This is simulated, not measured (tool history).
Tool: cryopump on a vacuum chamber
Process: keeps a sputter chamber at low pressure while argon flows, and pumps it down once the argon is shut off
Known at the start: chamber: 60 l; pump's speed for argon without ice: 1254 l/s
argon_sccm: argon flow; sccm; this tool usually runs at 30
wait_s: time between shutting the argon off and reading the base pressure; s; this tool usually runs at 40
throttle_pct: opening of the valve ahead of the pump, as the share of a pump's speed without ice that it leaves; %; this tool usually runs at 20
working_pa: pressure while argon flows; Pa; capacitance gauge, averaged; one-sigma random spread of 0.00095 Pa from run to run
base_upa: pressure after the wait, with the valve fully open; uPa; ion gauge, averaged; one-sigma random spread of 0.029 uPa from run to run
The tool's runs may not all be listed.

| run | hour | argon_sccm | wait_s | throttle_pct | working_pa | base_upa |
|---|---|---|---|---|---|---|
| 1 | 0 | 30 | 40 | 20 | 0.2082 | 1.51 |
| 2 | 62.1 | 30 | 40 | 20 | 0.2078 | 1.49 |
| 3 | 128.2 | 30 | 40 | 20 | 0.2088 | 1.54 |
| 4 | 194.5 | 30 | 79 | 20 | 0.2082 | 1.05 |
| 5 | 271.9 | 30 | 79 | 20 | 0.2072 | 1.1 |
| 6 | 329.1 | 30 | 40 | 20 | 0.2111 | 1.7 |
| 7 | 408 | 30 | 40 | 20 | 0.2098 | 1.76 |
|  | 482.6 | pump warmed up, emptied and cooled again |
| 8 | 496.3 | 30 | 50 | 20 | 0.2033 | 1.47 |
| 9 | 578.5 | 30 | 40 | 20 | 0.2036 | 1.71 |
| 10 | 626.5 | 30 | 40 | 54 | 0.0764 | 1.73 |
| 11 | 714.8 | 30 | 40 | 54 | 0.0782 | 1.68 |
| 12 | 778.4 | 30 | 40 | 34 | 0.1208 | 1.81 |
| 13 | 817.4 | 30 | 40 | 26 | 0.1574 | 1.8 |
| 14 | 898.7 | 30 | 40 | 26 | 0.1584 | 1.85 |
| 15 | 985.1 | 30 | 40 | 26 | 0.1613 | 1.89 |
| 16 | 1059.8 | 30 | 38 | 52 | 0.0814 | 2.03 |
| 17 | 1135.3 | 30 | 38 | 52 | 0.0819 | 2.03 |
| 18 | 1194.5 | 22 | 54 | 20 | 0.1512 | 1.74 |
| 19 | 1258.8 | 22 | 54 | 20 | 0.1513 | 1.72 |
| 20 | 1319.2 | 31 | 216 | 25 | 0.1731 | 1.17 |
| 21 | 1384.5 | 49 | 85 | 23 | 0.2982 | 1.55 |
| 22 | 1453.5 | 30 | 32 | 20 | 0.2085 | 2.4 |
| 23 | 1524.1 | 16 | 129 | 16 | 0.1383 | 1.44 |
| 24 | 1604.4 | 55 | 141 | 27 | 0.2866 | 1.44 |
| 25 | 1650.8 | 30 | 245 | 20 | 0.2085 | 1.4 |
| 26 | 1697.1 | 31 | 115 | 20 | 0.2177 | 1.62 |

3 ways to go on from here, each from the tool as it stands after run 26. What would each give?
| A | 1771.1 | 31 | 47 | 20 | ? | ? |
| B | 1771.1 | 55 | 101 | 47 | ? | ? |
| C | 1771.1 | 31 | 115 | 29 | ? | ? |

| run | working_pa | base_upa |
|---|---|---|
| A | 0.2175 | 2.24 |
| B | 0.1742 | 1.74 |
| C | 0.1531 | 1.64 |
The same runs, with their run-to-run variation unchanged, on a tool lacking any hidden condition would have given:
| run | working_pa | base_upa |
|---|---|---|
| A | 0.2085 | 1.23 |
| B | 0.1582 | 0.71 |
| C | 0.144 | 0.65 |
